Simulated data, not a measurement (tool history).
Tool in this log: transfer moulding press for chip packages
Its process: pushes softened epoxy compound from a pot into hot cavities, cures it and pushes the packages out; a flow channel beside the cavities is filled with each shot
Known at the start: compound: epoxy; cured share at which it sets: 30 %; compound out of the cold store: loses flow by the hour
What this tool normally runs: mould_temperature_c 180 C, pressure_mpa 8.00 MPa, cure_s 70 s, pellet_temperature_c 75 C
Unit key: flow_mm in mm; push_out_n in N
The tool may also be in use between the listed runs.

| run | day | mould_temperature_c | pressure_mpa | cure_s | pellet_temperature_c | incoming compound's hours out of the cold store | flow_mm | push_out_n |
|---|---|---|---|---|---|---|---|---|
| 1 | 0.000 | 180 | 8.00 | 70 | 75 | 35.2 | 756 | 556 |
|  | 0.267 | mould's thermocouples calibrated |
|  | 2.667 | cavities cleaned with cleaning compound and waxed |
| 2 | 2.667 | 180 | 8.00 | 70 | 75 | 30.6 | 767 | 880 |
| 3 | 3.958 | 180 | 8.00 | 70 | 75 | 41.7 | 710 | 865 |
| 4 | 6.288 | 180 | 8.00 | 70 | 75 | 27.9 | 775 | 930 |
|  | 6.550 | cavities cleaned with cleaning compound and waxed |
|  | 8.558 | plunger's sealing rings changed |
| 5 | 8.867 | 180 | 8.00 | 70 | 75 | 37.5 | 756 | 624 |
|  | 9.821 | cavities cleaned with cleaning compound and waxed, once more |
| 6 | 10.217 | 180 | 8.00 | 70 | 75 | 12.8 | 890 | 507 |
| 7 | 12.329 | 180 | 8.00 | 70 | 75 | 36.8 | 747 | 681 |
|  | 13.712 | cavities cleaned with cleaning compound and waxed |
| 8 | 14.888 | 180 | 8.00 | 107 | 75 | 19.2 | 840 | 454 |
| 9 | 17.129 | 180 | 8.00 | 107 | 75 | 29.1 | 783 | 642 |
|  | 17.638 | cavities cleaned with cleaning compound and waxed |
| 10 | 19.746 | 180 | 8.00 | 107 | 75 | 38.2 | 721 | 560 |
|  | 21.492 | cavities cleaned with cleaning compound and waxed |
| 11 | 22.317 | 180 | 8.00 | 107 | 75 | 41.9 | 698 | 422 |
|  | 23.383 | plunger's sealing rings changed |
| 12 | 24.938 | 180 | 8.00 | 107 | 75 | 30.8 | 789 | 647 |
|  | 25.608 | cavities cleaned with cleaning compound and waxed |
| 13 | 26.729 | 180 | 8.00 | 107 | 75 | 28.7 | 801 | 482 |
|  | 29.512 | cavities cleaned with cleaning compound and waxed |
| 14 | 29.512 | 180 | 8.00 | 53 | 75 | 29.2 | 785 | 708 |
| 15 | 31.604 | 180 | 7.73 | 70 | 75 | 42.0 | 706 | 626 |
|  | 33.438 | cavities cleaned with cleaning compound and waxed |
|  | 34.092 | mould's thermocouples calibrated |
| 16 | 34.500 | 185 | 8.27 | 89 | 72 | 20.1 | 815 | 453 |
| 17 | 36.612 | 173 | 9.74 | 70 | 75 | 23.3 | 903 | 1111 |
|  | 37.446 | cavities cleaned with cleaning compound and waxed |
|  | 38.362 | plunger's sealing rings changed |
| 18 | 39.408 | 173 | 9.74 | 86 | 75 | 22.1 | 953 | 662 |
| 19 | 40.767 | 180 | 6.52 | 70 | 78 | 47.7 | 635 | 714 |
|  | 41.404 | cavities cleaned with cleaning compound and waxed |
| 20 | 42.496 | 186 | 6.52 | 70 | 72 | 14.2 | 775 | 492 |
| 21 | 43.833 | 186 | 6.52 | 70 | 72 | 44.2 | 633 | 621 |
|  | 45.383 | cavities cleaned with cleaning compound and waxed |
| 22 | 45.400 | 173 | 8.51 | 65 | 78 | 9.4 | 953 | 786 |
| 23 | 47.438 | 173 | 8.51 | 65 | 78 | 36.0 | 793 | 1057 |
|  | 49.288 | cavities cleaned with cleaning compound and waxed |
| 24 | 49.733 | 180 | 9.66 | 97 | 68 | 36.4 | 809 | 397 |
| 25 | 51.629 | 180 | 8.54 | 70 | 75 | 33.8 | 767 | 672 |
|  | 53.033 | plunger's sealing rings changed |
|  | 53.350 | cavities cleaned with cleaning compound and waxed |
| 26 | 53.888 | 180 | 8.54 | 70 | 75 | 28.1 | 834 | 476 |
| 27 | 56.154 | 180 | 8.54 | 70 | 75 | 26.6 | 831 | 696 |

Forecast each of these 4 alternatives for the next run:
|  | 57.217 | cavities cleaned with cleaning compound and waxed |
| A | 57.888 | 180 | 8.54 | 70 | 70 | 38.7 | ? | ? |
|  | 57.217 | cavities cleaned with cleaning compound and waxed |
| B | 57.888 | 188 | 8.54 | 66 | 81 | 31.3 | ? | ? |
|  | 57.217 | cavities cleaned with cleaning compound and waxed |
| C | 57.888 | 180 | 8.54 | 70 | 66 | 13.9 | ? | ? |
|  | 57.217 | cavities cleaned with cleaning compound and waxed |
| D | 57.888 | 176 | 6.60 | 78 | 75 | 25.0 | ? | ? |

| run | flow_mm | push_out_n |
|---|---|---|
| A | 761 | 510 |
| B | 778 | 447 |
| C | 903 | 515 |
| D | 749 | 505 |
Take away the tool's hidden state, keep each run's random variation, and the runs would have read:
| run | flow_mm | push_out_n |
|---|---|---|
| A | 776 | 409 |
| B | 793 | 359 |
| C | 921 | 411 |
| D | 764 | 404 |
